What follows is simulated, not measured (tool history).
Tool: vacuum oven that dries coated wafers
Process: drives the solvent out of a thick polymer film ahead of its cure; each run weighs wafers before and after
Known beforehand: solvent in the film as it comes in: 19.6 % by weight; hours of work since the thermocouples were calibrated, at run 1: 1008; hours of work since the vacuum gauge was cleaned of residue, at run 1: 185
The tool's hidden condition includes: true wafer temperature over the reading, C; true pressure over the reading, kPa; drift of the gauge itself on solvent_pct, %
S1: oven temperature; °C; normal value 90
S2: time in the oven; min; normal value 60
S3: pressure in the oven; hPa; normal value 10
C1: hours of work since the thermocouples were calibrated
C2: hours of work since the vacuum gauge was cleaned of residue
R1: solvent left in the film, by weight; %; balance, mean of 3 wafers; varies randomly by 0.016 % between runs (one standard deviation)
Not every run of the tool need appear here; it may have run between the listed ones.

run	hour	S1	S2	S3	C1	C2	R1
1	0	90	60	10	1008	185	0.88
2	34.7	90	60	6.3	1035	212	0.68
3	55	90	60	6.3	1050	228	0.7
# hour 77.8: oven's thermocouples calibrated
4	93.2	90	60	8.5	12	256	0.97
5	126.9	90	60	8.5	38	282	0.94
6	148	90	60	8.5	54	298	0.96
7	163.3	90	60	8.5	66	310	0.97
8	186.1	90	60	8.5	84	328	0.95
9	206	90	60	8.5	99	343	0.96
10	235.8	90	60	11.2	122	366	1.07
11	258.4	90	60	16.7	140	384	1.36
12	293.1	90	60	16.7	167	411	1.36
13	312.5	90	60	22.3	182	426	1.64
14	332.4	90	60	25.8	197	441	1.75
15	353.2	90	60	25.8	213	457	1.78
16	387.6	90	60	25.8	240	484	1.8
17	404.7	90	60	26.4	253	497	1.8
18	438.7	90	60	26.4	280	524	1.82
19	463.4	88	60	10	299	543	1.29
20	493.6	90	60	10	322	566	1.01
21	511.3	90	60	10	336	580	1.01
22	548.1	90	60	10	364	608	1.01
23	566.1	90	60	10	378	622	1.03
24	581.6	81	66	22.5	390	634	3.24
25	598.5	81	66	22.5	404	648	3.23
26	628.6	81	66	22.5	427	671	3.18
27	662.9	81	44	5.6	454	698	3.95
28	696.9	86	37	6	480	724	3.19
29	722.4	86	37	6	500	744	3.16
30	739.7	86	37	6	513	757	3.16
31	769.9	86	37	5.7	536	780	3.14
32	795.4	77	73	6.5	556	800	2.87
33	820.3	84	77	11.2	575	819	1.45
34	842	99	77	12.8	592	836	0.53
35	866	91	49	10	611	855	1.22
36	888.5	91	49	10	628	872	1.2
37	918	91	49	10	651	895	1.19
38	941.9	90	67	10	670	914	0.83
39	971.7	90	52	28	693	937	2.08
40	1003.8	97	51	25.9	718	962	1.19
41	1025	90	60	6.2	734	978	0.82
42	1059.2	90	60	6.2	761	1005	0.82
43	1093.3	90	60	6.2	787	1031	0.82
44	1122.6	90	60	8	810	1054	0.89
45	1159.9	90	60	8	839	1083	0.9
46	1194.4	90	60	8	865	1109	0.87

Subtracting, for every run, the result it would have given without the tool's unlogged condition from the measured result gives the following. The same run-to-run variation enters both numbers; the gauge's scatter may not:
run	R1
1	-0.17
2	-0.17
3	-0.16
4	+0
5	-0.01
6	-0.01
7	-0.01
8	-0.01
9	-0.01
10	-0.02
11	-0.02
12	-0.02
13	-0.03
14	-0.04
15	-0.04
16	-0.04
17	-0.04
18	-0.05
19	-0.05
20	-0.03
21	-0.03
22	-0.03
23	-0.03
24	-0.19
25	-0.2
26	-0.2
27	-0.31
28	-0.29
29	-0.29
30	-0.3
31	-0.31
32	-0.26
33	-0.08
34	+0.06
35	-0.11
36	-0.11
37	-0.12
38	-0.01
39	-0.16
40	-0.02
41	-0.04
42	-0.05
43	-0.05
44	-0.06
45	-0.05
46	-0.05

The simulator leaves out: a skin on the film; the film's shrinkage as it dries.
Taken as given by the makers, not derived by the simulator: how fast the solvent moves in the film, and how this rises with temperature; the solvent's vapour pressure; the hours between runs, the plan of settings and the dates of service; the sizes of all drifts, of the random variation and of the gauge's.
